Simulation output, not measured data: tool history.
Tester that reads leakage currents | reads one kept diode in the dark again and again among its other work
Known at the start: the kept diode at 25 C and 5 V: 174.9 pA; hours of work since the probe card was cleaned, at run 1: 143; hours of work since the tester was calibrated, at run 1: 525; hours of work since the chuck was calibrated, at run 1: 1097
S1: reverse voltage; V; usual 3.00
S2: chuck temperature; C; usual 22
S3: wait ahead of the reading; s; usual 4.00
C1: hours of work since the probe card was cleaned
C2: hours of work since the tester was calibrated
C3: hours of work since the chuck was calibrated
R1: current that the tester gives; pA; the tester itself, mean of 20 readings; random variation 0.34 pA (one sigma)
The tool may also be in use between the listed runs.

{"run": 1, "day": 0.0, "S1": 3.0, "S2": 22, "S3": 4.0, "C1": 143, "C2": 525, "C3": 1097, "R1": 133.19}
{"run": 2, "day": 1.275, "S1": 3.0, "S2": 22, "S3": 4.0, "C1": 158, "C2": 540, "C3": 1112, "R1": 133.17}
{"run": 3, "day": 2.696, "S1": 3.0, "S2": 22, "S3": 4.0, "C1": 174, "C2": 556, "C3": 1128, "R1": 133.75}
{"run": 4, "day": 4.358, "S1": 3.0, "S2": 22, "S3": 4.0, "C1": 193, "C2": 575, "C3": 1147, "R1": 134.74}
{"run": 5, "day": 5.171, "S1": 3.0, "S2": 22, "S3": 4.0, "C1": 203, "C2": 584, "C3": 1156, "R1": 134.46}
{"run": 6, "day": 6.562, "S1": 3.0, "S2": 22, "S3": 4.0, "C1": 219, "C2": 600, "C3": 1172, "R1": 134.76}
{"run": 7, "day": 7.783, "S1": 3.0, "S2": 22, "S3": 0.44, "C1": 233, "C2": 614, "C3": 1186, "R1": 137.46}
{"run": 8, "day": 8.738, "S1": 3.0, "S2": 22, "S3": 0.44, "C1": 243, "C2": 625, "C3": 1197, "R1": 136.65}
{"day": 9.438, "done": "chuck's temperature calibrated"}
{"run": 9, "day": 9.879, "S1": 3.0, "S2": 22, "S3": 0.44, "C1": 256, "C2": 637, "C3": 5, "R1": 114.07}
{"run": 10, "day": 10.588, "S1": 3.0, "S2": 44, "S3": 4.0, "C1": 264, "C2": 645, "C3": 13, "R1": 535.48}
{"run": 11, "day": 11.471, "S1": 3.0, "S2": 44, "S3": 4.0, "C1": 274, "C2": 656, "C3": 23, "R1": 534.59}
{"run": 12, "day": 12.5, "S1": 3.0, "S2": 44, "S3": 4.0, "C1": 286, "C2": 667, "C3": 35, "R1": 533.67}
{"run": 13, "day": 14.275, "S1": 1.9, "S2": 44, "S3": 3.29, "C1": 306, "C2": 688, "C3": 55, "R1": 441.08}
{"run": 14, "day": 15.5, "S1": 1.9, "S2": 28, "S3": 3.29, "C1": 320, "C2": 702, "C3": 69, "R1": 145.24}
{"run": 15, "day": 16.388, "S1": 3.0, "S2": 51, "S3": 4.0, "C1": 330, "C2": 712, "C3": 80, "R1": 848.8}
{"run": 16, "day": 17.575, "S1": 3.0, "S2": 51, "S3": 4.0, "C1": 344, "C2": 725, "C3": 93, "R1": 854.94}
{"run": 17, "day": 19.329, "S1": 3.0, "S2": 51, "S3": 4.0, "C1": 364, "C2": 745, "C3": 113, "R1": 853.62}
{"run": 18, "day": 20.817, "S1": 3.0, "S2": 51, "S3": 4.0, "C1": 381, "C2": 762, "C3": 130, "R1": 852.82}

Forecast each of these 4 alternatives for the next run:
{"run": "A", "day": 21.712, "S1": 3.0, "S2": 43, "S3": 3.29, "C1": 391, "C2": 773, "C3": 140, "R1": "?"}
{"run": "B", "day": 21.712, "S1": 3.0, "S2": 51, "S3": 7.67, "C1": 391, "C2": 773, "C3": 140, "R1": "?"}
{"run": "C", "day": 21.712, "S1": 8.58, "S2": 28, "S3": 0.64, "C1": 391, "C2": 773, "C3": 140, "R1": "?"}
{"run": "D", "day": 21.712, "S1": 3.0, "S2": 32, "S3": 4.0, "C1": 391, "C2": 773, "C3": 140, "R1": "?"}

run=A R1=509.11
run=B R1=856.81
run=C R1=291.31
run=D R1=240.27
Without the tool's hidden state the same runs would have given:
run=A R1=498.39
run=B R1=840.15
run=C R1=281.92
run=D R1=234.31
